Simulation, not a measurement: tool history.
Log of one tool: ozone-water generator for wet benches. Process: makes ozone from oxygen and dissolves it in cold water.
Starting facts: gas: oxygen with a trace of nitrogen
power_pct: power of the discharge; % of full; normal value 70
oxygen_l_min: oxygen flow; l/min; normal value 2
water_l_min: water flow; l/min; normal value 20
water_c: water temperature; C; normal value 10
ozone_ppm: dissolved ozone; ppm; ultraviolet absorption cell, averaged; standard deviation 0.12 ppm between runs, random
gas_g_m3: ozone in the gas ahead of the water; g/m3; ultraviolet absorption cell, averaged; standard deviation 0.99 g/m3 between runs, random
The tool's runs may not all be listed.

run    hour  power_pct  oxygen_l_min  water_l_min  water_c  ozone_ppm  gas_g_m3
  1       0         70             2           20       10       11.3     170.6
  2    97.3         70             2           20       10       11.6     170.2
  3   197.1         70             2           20       10       11.5     170.9
  4   355.6         70             2           20       10       11.5     172.8
  5   522.6         70          2.15           20       10       11.5     162.7
  6   626.4         69          1.88           20       10       11.4       179
  7   775.9         69          1.88           20       10       11.1     176.2
  8   957.6         69          1.88           20       10       11.2     177.4
  9  1137.8         69          1.88           20       10       11.2     177.6
 10  1246.8         83           1.5           31        6        7.8     240.4

Forecast each of these 5 alternatives for the next run:
  A  1333.3         52           1.5           15        6          ?         ?
  B  1333.3         83           2.6           23        8          ?         ?
  C  1333.3         46          1.28           17       10          ?         ?
  D  1333.3         75          2.61           31        6          ?         ?
  E  1333.3         60             2           20        9          ?         ?

run  ozone_ppm  gas_g_m3
  A       11.9     160.9
  B         12     166.5
  C          9     165.4
  D        7.8     153.6
  E       10.3     150.3
Had the tool no hidden state, the same runs would have come out as:
run  ozone_ppm  gas_g_m3
  A         12     161.2
  B       12.1     167.1
  C          9     165.7
  D        7.9     154.1
  E       10.3     150.7

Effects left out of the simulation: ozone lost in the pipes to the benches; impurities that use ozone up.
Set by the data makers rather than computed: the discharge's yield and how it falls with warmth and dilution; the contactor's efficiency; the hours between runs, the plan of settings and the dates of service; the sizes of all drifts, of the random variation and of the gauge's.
